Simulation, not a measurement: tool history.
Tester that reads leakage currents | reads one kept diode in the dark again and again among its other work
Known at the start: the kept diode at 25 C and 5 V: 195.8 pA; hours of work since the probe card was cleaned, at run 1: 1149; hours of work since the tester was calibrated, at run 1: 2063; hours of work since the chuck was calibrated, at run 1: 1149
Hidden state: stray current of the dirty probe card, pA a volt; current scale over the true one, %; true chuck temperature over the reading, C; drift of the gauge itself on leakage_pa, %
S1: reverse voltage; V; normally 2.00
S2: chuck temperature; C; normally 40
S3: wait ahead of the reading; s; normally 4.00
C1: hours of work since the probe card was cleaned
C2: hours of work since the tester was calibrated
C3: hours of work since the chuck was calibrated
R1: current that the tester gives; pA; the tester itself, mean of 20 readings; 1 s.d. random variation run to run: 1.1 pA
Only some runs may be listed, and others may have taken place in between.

{"run": 1, "hour": 0.0, "S1": 2.0, "S2": 40, "S3": 4.0, "C1": 1149, "C2": 2063, "C3": 1149, "R1": 380.42}
{"hour": 18.9, "done": "chuck's temperature calibrated"}
{"hour": 99.8, "done": "probe card cleaned and baked"}
{"run": 2, "hour": 201.3, "S1": 2.0, "S2": 40, "S3": 4.0, "C1": 41, "C2": 2141, "C3": 72, "R1": 379.2}
{"run": 3, "hour": 349.0, "S1": 2.0, "S2": 40, "S3": 4.0, "C1": 100, "C2": 2201, "C3": 131, "R1": 381.66}
{"run": 4, "hour": 524.4, "S1": 2.0, "S2": 40, "S3": 4.0, "C1": 170, "C2": 2271, "C3": 201, "R1": 382.03}
{"run": 5, "hour": 749.2, "S1": 2.44, "S2": 40, "S3": 4.0, "C1": 260, "C2": 2361, "C3": 291, "R1": 411.65}
{"run": 6, "hour": 866.5, "S1": 2.0, "S2": 24, "S3": 4.0, "C1": 307, "C2": 2408, "C3": 338, "R1": 125.08}
{"run": 7, "hour": 1062.3, "S1": 2.0, "S2": 24, "S3": 4.0, "C1": 385, "C2": 2486, "C3": 417, "R1": 125.53}
{"run": 8, "hour": 1217.1, "S1": 2.0, "S2": 47, "S3": 4.0, "C1": 447, "C2": 2548, "C3": 478, "R1": 594.24}
{"run": 9, "hour": 1373.8, "S1": 2.0, "S2": 47, "S3": 4.0, "C1": 510, "C2": 2611, "C3": 541, "R1": 596.41}
{"run": 10, "hour": 1628.2, "S1": 2.0, "S2": 47, "S3": 4.0, "C1": 612, "C2": 2713, "C3": 643, "R1": 601.01}
{"run": 11, "hour": 1789.7, "S1": 2.0, "S2": 40, "S3": 4.0, "C1": 676, "C2": 2777, "C3": 708, "R1": 379.15}
{"run": 12, "hour": 2030.6, "S1": 2.0, "S2": 40, "S3": 4.0, "C1": 773, "C2": 2874, "C3": 804, "R1": 381.44}
{"run": 13, "hour": 2197.9, "S1": 2.0, "S2": 40, "S3": 4.0, "C1": 840, "C2": 2941, "C3": 871, "R1": 380.24}
{"run": 14, "hour": 2413.0, "S1": 2.0, "S2": 40, "S3": 4.0, "C1": 926, "C2": 3027, "C3": 957, "R1": 380.04}
{"run": 15, "hour": 2570.6, "S1": 3.84, "S2": 40, "S3": 4.0, "C1": 989, "C2": 3090, "C3": 1020, "R1": 494.65}
{"run": 16, "hour": 2804.7, "S1": 3.84, "S2": 40, "S3": 4.0, "C1": 1083, "C2": 3184, "C3": 1114, "R1": 495.25}
{"hour": 2912.6, "done": "chuck's temperature calibrated"}
{"run": 17, "hour": 2947.5, "S1": 2.3, "S2": 40, "S3": 4.0, "C1": 1139, "C2": 3240, "C3": 14, "R1": 401.69}
{"hour": 3061.8, "done": "probe card cleaned and baked"}
{"run": 18, "hour": 3072.5, "S1": 2.3, "S2": 40, "S3": 4.0, "C1": 4, "C2": 3289, "C3": 63, "R1": 401.81}
{"run": 19, "hour": 3214.1, "S1": 2.3, "S2": 40, "S3": 4.0, "C1": 61, "C2": 3346, "C3": 120, "R1": 401.63}
{"run": 20, "hour": 3416.3, "S1": 2.0, "S2": 40, "S3": 4.0, "C1": 142, "C2": 3427, "C3": 200, "R1": 380.36}
{"run": 21, "hour": 3615.7, "S1": 2.46, "S2": 28, "S3": 4.42, "C1": 222, "C2": 3506, "C3": 280, "R1": 180.99}
{"run": 22, "hour": 3806.4, "S1": 2.46, "S2": 28, "S3": 4.42, "C1": 298, "C2": 3583, "C3": 357, "R1": 181.83}
{"run": 23, "hour": 4050.6, "S1": 2.46, "S2": 28, "S3": 4.42, "C1": 396, "C2": 3681, "C3": 454, "R1": 180.92}
{"run": 24, "hour": 4188.4, "S1": 5.74, "S2": 43, "S3": 2.9, "C1": 451, "C2": 3736, "C3": 510, "R1": 715.71}
{"run": 25, "hour": 4330.1, "S1": 7.29, "S2": 43, "S3": 0.39, "C1": 508, "C2": 3792, "C3": 566, "R1": 787.19}
{"run": 26, "hour": 4502.5, "S1": 7.29, "S2": 43, "S3": 0.39, "C1": 577, "C2": 3861, "C3": 635, "R1": 790.37}
{"run": 27, "hour": 4763.5, "S1": 7.29, "S2": 43, "S3": 1.49, "C1": 681, "C2": 3966, "C3": 740, "R1": 785.11}
{"run": 28, "hour": 4893.7, "S1": 2.0, "S2": 22, "S3": 6.42, "C1": 733, "C2": 4018, "C3": 792, "R1": 107.86}
{"run": 29, "hour": 5067.9, "S1": 2.02, "S2": 20, "S3": 0.33, "C1": 803, "C2": 4088, "C3": 862, "R1": 94.68}
{"run": 30, "hour": 5271.4, "S1": 2.0, "S2": 45, "S3": 0.48, "C1": 885, "C2": 4169, "C3": 943, "R1": 526.52}
{"run": 31, "hour": 5521.1, "S1": 13.72, "S2": 37, "S3": 1.22, "C1": 985, "C2": 4269, "C3": 1043, "R1": 691.7}
{"run": 32, "hour": 5752.8, "S1": 13.72, "S2": 37, "S3": 1.22, "C1": 1077, "C2": 4362, "C3": 1136, "R1": 688.5}
{"hour": 5801.1, "done": "chuck's temperature calibrated"}
{"hour": 6021.5, "done": "probe card cleaned and baked"}
{"run": 33, "hour": 6024.5, "S1": 6.3, "S2": 34, "S3": 7.17, "C1": 1, "C2": 4469, "C3": 88, "R1": 406.0}
{"run": 34, "hour": 6186.2, "S1": 6.3, "S2": 34, "S3": 7.17, "C1": 66, "C2": 4533, "C3": 153, "R1": 406.5}
{"run": 35, "hour": 6441.7, "S1": 5.86, "S2": 37, "S3": 4.15, "C1": 168, "C2": 4636, "C3": 255, "R1": 481.48}
{"run": 36, "hour": 6596.8, "S1": 7.84, "S2": 43, "S3": 0.52, "C1": 230, "C2": 4698, "C3": 317, "R1": 812.82}
{"run": 37, "hour": 6820.5, "S1": 7.16, "S2": 38, "S3": 0.61, "C1": 320, "C2": 4787, "C3": 407, "R1": 563.17}
{"run": 38, "hour": 7038.7, "S1": 18.34, "S2": 52, "S3": 1.65, "C1": 407, "C2": 4875, "C3": 494, "R1": 2036.92}
{"run": 39, "hour": 7214.3, "S1": 18.34, "S2": 35, "S3": 2.54, "C1": 478, "C2": 4945, "C3": 565, "R1": 680.82}

Consider 3 possible next runs. They are alternatives, not a sequence: every one starts from the tool as it was left by run 39. What does each give?
{"run": "A", "hour": 7472.3, "S1": 5.51, "S2": 44, "S3": 2.54, "C1": 581, "C2": 5048, "C3": 668, "R1": "?"}
{"run": "B", "hour": 7472.3, "S1": 4.95, "S2": 35, "S3": 5.61, "C1": 581, "C2": 5048, "C3": 668, "R1": "?"}
{"run": "C", "hour": 7472.3, "S1": 15.24, "S2": 24, "S3": 0.41, "C1": 581, "C2": 5048, "C3": 668, "R1": "?"}

run=A R1=748.78
run=B R1=395.87
run=C R1=295.28
Without the tool's hidden state the same runs would have given:
run=A R1=748.58
run=B R1=395.74
run=C R1=295.10

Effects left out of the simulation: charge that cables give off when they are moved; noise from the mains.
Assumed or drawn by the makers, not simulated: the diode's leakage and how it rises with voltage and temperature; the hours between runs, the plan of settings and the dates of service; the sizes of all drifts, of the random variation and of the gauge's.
